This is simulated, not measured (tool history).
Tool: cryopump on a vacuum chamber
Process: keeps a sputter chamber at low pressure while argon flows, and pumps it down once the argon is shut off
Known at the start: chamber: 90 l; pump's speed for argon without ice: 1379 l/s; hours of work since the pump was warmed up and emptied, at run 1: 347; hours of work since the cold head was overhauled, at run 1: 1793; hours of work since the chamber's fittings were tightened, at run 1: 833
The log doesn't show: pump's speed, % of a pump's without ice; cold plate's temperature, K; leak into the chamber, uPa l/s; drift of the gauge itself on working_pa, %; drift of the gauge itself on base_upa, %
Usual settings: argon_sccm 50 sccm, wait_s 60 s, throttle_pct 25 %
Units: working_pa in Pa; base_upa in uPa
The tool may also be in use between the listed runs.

run	hour	argon_sccm	wait_s	throttle_pct	hours of work since the pump was warmed up and emptied	hours of work since the cold head was overhauled	hours of work since the chamber's fittings were tightened	working_pa	base_upa
1	0	50	60	25	347	1793	833	0.2606	1.73
2	95.1	37	60	25	428	1873	914	0.1944	1.83
3	135.2	37	60	48	462	1907	948	0.1082	1.87
4	193.6	37	60	48	511	1957	998	0.109	1.9
5	276.6	50	60	21	582	2027	1068	0.317	1.94
6	353.4	50	60	21	647	2093	1133	0.3198	2.08
# hour 376.5: pump warmed up, emptied and cooled again
7	428.6	50	60	21	44	2152	1193	0.2942	1.76
8	514.5	50	60	21	117	2225	1266	0.2987	1.89
9	595.1	40	39	42	186	2294	1334	0.1226	2.49
10	688	40	39	42	265	2373	1413	0.1253	2.54
11	729.6	26	105	44	300	2408	1449	0.0782	1.51
12	783.9	50	109	32	346	2454	1495	0.2042	1.54
13	862.7	24	109	32	413	2521	1562	0.099	1.64

Measured less the same run without the tool's hidden state. The same run-to-run variation is in both; the gauge's scatter may not be:
run	working_pa	base_upa
1	+0.0133	+0.47
2	+0.0126	+0.55
3	+0.0138	+0.58
4	+0.0155	+0.61
5	+0.0248	+0.69
6	+0.0287	+0.79
7	+0.0027	+0.5
8	+0.0053	+0.59
9	+0.0061	+0.63
10	+0.0084	+0.7
11	+0.0062	+0.71
12	+0.0136	+0.78
13	+0.008	+0.86
